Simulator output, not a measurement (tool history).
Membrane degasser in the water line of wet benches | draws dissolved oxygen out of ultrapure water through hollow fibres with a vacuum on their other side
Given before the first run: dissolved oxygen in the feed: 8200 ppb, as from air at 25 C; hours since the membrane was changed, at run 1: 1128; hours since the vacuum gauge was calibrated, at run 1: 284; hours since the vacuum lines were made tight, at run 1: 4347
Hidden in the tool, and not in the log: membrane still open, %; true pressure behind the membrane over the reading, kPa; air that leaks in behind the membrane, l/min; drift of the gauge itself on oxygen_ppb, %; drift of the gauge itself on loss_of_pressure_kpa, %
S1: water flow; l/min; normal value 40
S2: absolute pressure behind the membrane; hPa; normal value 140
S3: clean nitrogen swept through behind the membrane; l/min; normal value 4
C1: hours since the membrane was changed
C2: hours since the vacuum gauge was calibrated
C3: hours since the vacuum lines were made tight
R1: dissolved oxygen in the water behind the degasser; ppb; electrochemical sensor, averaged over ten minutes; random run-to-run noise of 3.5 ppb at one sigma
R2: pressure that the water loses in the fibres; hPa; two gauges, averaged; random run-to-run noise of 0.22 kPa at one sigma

run 1 hour=0 | S1=40 S2=140 S3=4 | C1=1128 C2=284 C3=4347 | R1=355 R2=547.7
run 2 hour=134.9 | S1=38 S2=140 S3=4 | C1=1263 C2=419 C3=4482 | R1=333.3 R2=520.6
run 3 hour=244.6 | S1=40 S2=140 S3=4 | C1=1372 C2=529 C3=4592 | R1=356.5 R2=554.3
run 4 hour=350.8 | S1=40 S2=140 S3=4 | C1=1479 C2=635 C3=4698 | R1=353.9 R2=549.5
run 5 hour=458.2 | S1=40 S2=140 S3=4 | C1=1586 C2=743 C3=4806 | R1=351.1 R2=549.3
run 6 hour=595.6 | S1=40 S2=140 S3=4 | C1=1724 C2=880 C3=4943 | R1=355.5 R2=547.5
run 7 hour=661.4 | S1=37 S2=140 S3=4 | C1=1789 C2=946 C3=5009 | R1=309.2 R2=508
run 8 hour=741 | S1=40 S2=222 S3=4 | C1=1869 C2=1025 C3=5088 | R1=524.9 R2=549.9
run 9 hour=849.3 | S1=40 S2=222 S3=4 | C1=1977 C2=1134 C3=5197 | R1=528.8 R2=552.8
run 10 hour=942.5 | S1=40 S2=222 S3=4 | C1=2070 C2=1227 C3=5290 | R1=524 R2=547.6
run 11 hour=1057.5 | S1=40 S2=222 S3=4 | C1=2185 C2=1342 C3=5405 | R1=529.1 R2=543
-- hour=1120.3 seals of the vacuum lines changed
run 12 hour=1175.2 | S1=40 S2=222 S3=4 | C1=2301 C2=1457 C3=55 | R1=517.9 R2=548.7
run 13 hour=1306.7 | S1=40 S2=140 S3=4 | C1=2433 C2=1589 C3=186 | R1=354.7 R2=545.4
run 14 hour=1434.4 | S1=40 S2=103 S3=4 | C1=2560 C2=1717 C3=314 | R1=265.5 R2=549
run 15 hour=1508.6 | S1=40 S2=103 S3=4 | C1=2634 C2=1791 C3=388 | R1=271.4 R2=551.3
run 16 hour=1613.3 | S1=40 S2=103 S3=4 | C1=2739 C2=1896 C3=493 | R1=270 R2=550
run 17 hour=1730.3 | S1=56 S2=141 S3=7.7 | C1=2856 C2=2013 C3=610 | R1=427.8 R2=768.2
run 18 hour=1850.2 | S1=56 S2=141 S3=7.7 | C1=2976 C2=2133 C3=730 | R1=434.7 R2=766.9
run 19 hour=1939.5 | S1=56 S2=121 S3=4.75 | C1=3065 C2=2222 C3=819 | R1=482.5 R2=770.4
run 20 hour=2069.5 | S1=56 S2=121 S3=4.75 | C1=3195 C2=2352 C3=949 | R1=479.1 R2=768.4
run 21 hour=2127.4 | S1=29 S2=307 S3=6.23 | C1=3253 C2=2410 C3=1007 | R1=340.8 R2=402.3
run 22 hour=2263.5 | S1=62 S2=112 S3=6.62 | C1=3389 C2=2546 C3=1143 | R1=476.6 R2=848
run 23 hour=2346.7 | S1=62 S2=112 S3=6.62 | C1=3473 C2=2629 C3=1226 | R1=471.8 R2=851.8
run 24 hour=2437.2 | S1=62 S2=112 S3=6.62 | C1=3563 C2=2720 C3=1317 | R1=468.4 R2=851.9
run 25 hour=2509.3 | S1=60 S2=217 S3=2.07 | C1=3635 C2=2792 C3=1389 | R1=1242.5 R2=824
run 26 hour=2605.5 | S1=60 S2=217 S3=2.07 | C1=3731 C2=2888 C3=1485 | R1=1260.3 R2=824.7
run 27 hour=2698.3 | S1=37 S2=117 S3=3.3 | C1=3824 C2=2981 C3=1578 | R1=302.9 R2=509.4
run 28 hour=2757.7 | S1=37 S2=117 S3=3.3 | C1=3884 C2=3040 C3=1637 | R1=304.7 R2=505.6
run 29 hour=2879 | S1=40 S2=331 S3=6.26 | C1=4005 C2=3161 C3=1759 | R1=543.9 R2=548.4
run 30 hour=2977.4 | S1=40 S2=331 S3=6.26 | C1=4103 C2=3260 C3=1857 | R1=553.8 R2=547.9
run 31 hour=3090.8 | S1=29 S2=114 S3=2.95 | C1=4217 C2=3373 C3=1970 | R1=226.1 R2=400
run 32 hour=3147.8 | S1=39 S2=226 S3=5.45 | C1=4274 C2=3430 C3=2027 | R1=413.3 R2=539.4

Consider 4 possible next runs. They are alternatives, not a sequence: every one starts from the tool as it was left by run 32. What does each give?
run A hour=3246.8 | S1=40 S2=140 S3=8.18 | C1=4373 C2=3529 C3=2126 | R1=? R2=?
run B hour=3246.8 | S1=40 S2=116 S3=2.87 | C1=4373 C2=3529 C3=2126 | R1=? R2=?
run C hour=3246.8 | S1=39 S2=226 S3=4.93 | C1=4373 C2=3529 C3=2126 | R1=? R2=?
run D hour=3246.8 | S1=40 S2=170 S3=4 | C1=4373 C2=3529 C3=2126 | R1=? R2=?

run=A R1=228.1 R2=550.6
run=B R1=364.7 R2=545.1
run=C R1=450.8 R2=536.6
run=D R1=419 R2=550.1
Take away the tool's hidden state, keep each run's random variation, and the runs would have read:
run=A R1=227.7 R2=550.1
run=B R1=364.3 R2=544.7
run=C R1=450.5 R2=536.2
run=D R1=418.6 R2=549.6
